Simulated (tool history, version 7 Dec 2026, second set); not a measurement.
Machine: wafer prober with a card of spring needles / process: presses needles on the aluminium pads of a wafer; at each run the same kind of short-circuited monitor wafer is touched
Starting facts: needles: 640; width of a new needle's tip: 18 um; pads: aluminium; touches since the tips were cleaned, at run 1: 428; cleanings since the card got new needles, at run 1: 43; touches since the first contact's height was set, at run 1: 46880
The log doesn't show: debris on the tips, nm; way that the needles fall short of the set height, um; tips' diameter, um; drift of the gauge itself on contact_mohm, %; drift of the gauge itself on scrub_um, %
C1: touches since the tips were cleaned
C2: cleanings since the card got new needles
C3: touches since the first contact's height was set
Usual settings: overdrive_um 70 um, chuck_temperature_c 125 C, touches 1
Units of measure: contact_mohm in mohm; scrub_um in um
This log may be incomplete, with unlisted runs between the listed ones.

run 1 day=0 | overdrive_um=70 chuck_temperature_c=125 touches=1 | C1=428 C2=43 C3=46880 | contact_mohm=309 scrub_um=13.3
-- day=0.467 tips cleaned on abrasive film
run 2 day=0.746 | overdrive_um=70 chuck_temperature_c=125 touches=1 | C1=3032 C2=44 C3=54961 | contact_mohm=331 scrub_um=13.19
-- day=0.917 tips cleaned on abrasive film
-- day=1.425 tips cleaned on abrasive film
run 3 day=1.712 | overdrive_um=70 chuck_temperature_c=125 touches=1 | C1=3145 C2=46 C3=65437 | contact_mohm=336 scrub_um=13.21
-- day=1.862 tips cleaned on abrasive film
-- day=2.342 tips cleaned on abrasive film
-- day=2.792 tips cleaned on abrasive film
run 4 day=3.075 | overdrive_um=73 chuck_temperature_c=125 touches=1 | C1=3090 C2=49 C3=80184 | contact_mohm=334 scrub_um=13.74
-- day=3.233 tips cleaned on abrasive film
-- day=3.7 tips cleaned on abrasive film
-- day=4.121 tips cleaned on abrasive film
run 5 day=4.325 | overdrive_um=73 chuck_temperature_c=125 touches=1 | C1=2204 C2=52 C3=93695 | contact_mohm=331 scrub_um=13.7
-- day=4.583 tips cleaned on abrasive film
-- day=5.071 tips cleaned on abrasive film
-- day=5.55 tips cleaned on abrasive film
run 6 day=5.738 | overdrive_um=70 chuck_temperature_c=125 touches=1 | C1=2042 C2=55 C3=108977 | contact_mohm=328 scrub_um=13.09
-- day=5.988 tips cleaned on abrasive film
run 7 day=6.362 | overdrive_um=70 chuck_temperature_c=125 touches=1 | C1=4121 C2=56 C3=115777 | contact_mohm=342 scrub_um=13.12
-- day=6.471 tips cleaned on abrasive film
-- day=6.946 tips cleaned on abrasive film
-- day=7.458 tips cleaned on abrasive film
run 8 day=7.588 | overdrive_um=70 chuck_temperature_c=105 touches=1 | C1=1415 C2=59 C3=128997 | contact_mohm=317 scrub_um=13.08
-- day=7.967 tips cleaned on abrasive film
run 9 day=8.246 | overdrive_um=70 chuck_temperature_c=71 touches=1 | C1=3092 C2=60 C3=136171 | contact_mohm=323 scrub_um=13.03
-- day=8.458 tips cleaned on abrasive film
-- day=8.908 tips cleaned on abrasive film
-- day=9.388 tips cleaned on abrasive film
run 10 day=9.712 | overdrive_um=70 chuck_temperature_c=71 touches=1 | C1=3554 C2=63 C3=152043 | contact_mohm=316 scrub_um=12.96
-- day=9.821 tips cleaned on abrasive film
-- day=10.321 tips cleaned on abrasive film
run 11 day=10.496 | overdrive_um=70 chuck_temperature_c=71 touches=1 | C1=1909 C2=65 C3=160475 | contact_mohm=314 scrub_um=12.97
-- day=10.821 tips cleaned on abrasive film
-- day=10.938 height of the first contact set anew
-- day=11.279 tips cleaned on abrasive film
run 12 day=11.279 | overdrive_um=70 chuck_temperature_c=125 touches=1 | C1=0 C2=67 C3=3666 | contact_mohm=306 scrub_um=13.37
-- day=11.754 tips cleaned on abrasive film
-- day=12.233 tips cleaned on abrasive film
run 13 day=12.579 | overdrive_um=70 chuck_temperature_c=125 touches=1 | C1=3801 C2=69 C3=17794 | contact_mohm=337 scrub_um=13.27
-- day=12.688 tips cleaned on abrasive film
-- day=13.112 tips cleaned on abrasive film
run 14 day=13.238 | overdrive_um=70 chuck_temperature_c=125 touches=1 | C1=1352 C2=71 C3=24860 | contact_mohm=325 scrub_um=13.3
-- day=13.538 tips cleaned on abrasive film
-- day=14.054 tips cleaned on abrasive film
-- day=14.475 tips cleaned on abrasive film
run 15 day=14.567 | overdrive_um=70 chuck_temperature_c=125 touches=1 | C1=997 C2=74 C3=39227 | contact_mohm=316 scrub_um=13.25
-- day=14.958 tips cleaned on abrasive film
run 16 day=15.217 | overdrive_um=68 chuck_temperature_c=125 touches=1 | C1=2829 C2=75 C3=46292 | contact_mohm=337 scrub_um=12.91
-- day=15.429 tips cleaned on abrasive film
-- day=15.867 tips cleaned on abrasive film
-- day=16.292 tips cleaned on abrasive film
run 17 day=16.308 | overdrive_um=68 chuck_temperature_c=125 touches=2 | C1=195 C2=78 C3=58107 | contact_mohm=306 scrub_um=12.82
-- day=16.788 tips cleaned on abrasive film
-- day=17.25 tips cleaned on abrasive film
-- day=17.729 tips cleaned on abrasive film
run 18 day=17.746 | overdrive_um=68 chuck_temperature_c=125 touches=2 | C1=157 C2=81 C3=73631 | contact_mohm=309 scrub_um=12.78
-- day=18.175 tips cleaned on abrasive film
-- day=18.633 tips cleaned on abrasive film
run 19 day=18.654 | overdrive_um=82 chuck_temperature_c=27 touches=3 | C1=227 C2=83 C3=83476 | contact_mohm=281 scrub_um=15.45
-- day=19.133 tips cleaned on abrasive film
-- day=19.608 tips cleaned on abrasive film
-- day=20.029 tips cleaned on abrasive film
run 20 day=20.175 | overdrive_um=73 chuck_temperature_c=84 touches=1 | C1=1602 C2=86 C3=99959 | contact_mohm=308 scrub_um=13.68
-- day=20.458 tips cleaned on abrasive film
-- day=20.904 tips cleaned on abrasive film
-- day=21.333 tips cleaned on abrasive film
run 21 day=21.654 | overdrive_um=61 chuck_temperature_c=125 touches=2 | C1=3508 C2=89 C3=115967 | contact_mohm=337 scrub_um=11.36
-- day=21.796 tips cleaned on abrasive film
-- day=22.3 tips cleaned on abrasive film
-- day=22.767 tips cleaned on abrasive film
run 22 day=23.125 | overdrive_um=60 chuck_temperature_c=72 touches=2 | C1=3901 C2=92 C3=131871 | contact_mohm=329 scrub_um=11.14
-- day=23.233 tips cleaned on abrasive film
-- day=23.688 tips cleaned on abrasive film
-- day=24.188 tips cleaned on abrasive film
-- day=24.629 tips cleaned on abrasive film
run 23 day=24.629 | overdrive_um=70 chuck_temperature_c=89 touches=2 | C1=0 C2=96 C3=148146 | contact_mohm=294 scrub_um=13.03
-- day=25.117 tips cleaned on abrasive film
-- day=25.583 tips cleaned on abrasive film
run 24 day=25.879 | overdrive_um=64 chuck_temperature_c=42 touches=1 | C1=3238 C2=98 C3=161694 | contact_mohm=335 scrub_um=11.88
-- day=26.092 tips cleaned on abrasive film
-- day=26.271 height of the first contact set anew
-- day=26.562 tips cleaned on abrasive film
-- day=27.05 tips cleaned on abrasive film
run 25 day=27.329 | overdrive_um=64 chuck_temperature_c=40 touches=1 | C1=3015 C2=101 C3=11440 | contact_mohm=320 scrub_um=12.15
-- day=27.538 tips cleaned on abrasive film
-- day=28.008 tips cleaned on abrasive film
run 26 day=28.079 | overdrive_um=61 chuck_temperature_c=39 touches=3 | C1=790 C2=103 C3=19581 | contact_mohm=288 scrub_um=11.58
-- day=28.508 tips cleaned on abrasive film
-- day=28.946 tips cleaned on abrasive film
-- day=29.421 tips cleaned on abrasive film
run 27 day=29.575 | overdrive_um=79 chuck_temperature_c=37 touches=3 | C1=1677 C2=106 C3=35775 | contact_mohm=286 scrub_um=15.02
-- day=29.858 tips cleaned on abrasive film
-- day=30.292 tips cleaned on abrasive film
-- day=30.771 tips cleaned on abrasive film
run 28 day=31.062 | overdrive_um=56 chuck_temperature_c=30 touches=3 | C1=3184 C2=109 C3=51872 | contact_mohm=303 scrub_um=10.54
-- day=31.275 tips cleaned on abrasive film
-- day=31.775 tips cleaned on abrasive film
-- day=32.225 tips cleaned on abrasive film
run 29 day=32.562 | overdrive_um=56 chuck_temperature_c=30 touches=3 | C1=3675 C2=112 C3=68090 | contact_mohm=306 scrub_um=10.49

Each row is a separate what-if for the run after 29, all from the same tool condition, not one after another. Results?
-- day=32.65 tips cleaned on abrasive film
-- day=33.079 tips cleaned on abrasive film
-- day=33.533 tips cleaned on abrasive film
run A day=33.729 | overdrive_um=53 chuck_temperature_c=125 touches=1 | C1=2146 C2=115 C3=80714 | contact_mohm=? scrub_um=?
-- day=32.65 tips cleaned on abrasive film
-- day=33.079 tips cleaned on abrasive film
-- day=33.533 tips cleaned on abrasive film
run B day=33.729 | overdrive_um=52 chuck_temperature_c=52 touches=1 | C1=2146 C2=115 C3=80714 | contact_mohm=? scrub_um=?
-- day=32.65 tips cleaned on abrasive film
-- day=33.079 tips cleaned on abrasive film
-- day=33.533 tips cleaned on abrasive film
run C day=33.729 | overdrive_um=85 chuck_temperature_c=30 touches=2 | C1=2146 C2=115 C3=80714 | contact_mohm=? scrub_um=?

run=A contact_mohm=360 scrub_um=9.9
run=B contact_mohm=339 scrub_um=9.79
run=C contact_mohm=283 scrub_um=16.03
With the hidden condition removed and each run's random variation left untouched, the same runs would have given:
run=A contact_mohm=316 scrub_um=10.09
run=B contact_mohm=289 scrub_um=9.97
run=C contact_mohm=270 scrub_um=16.21
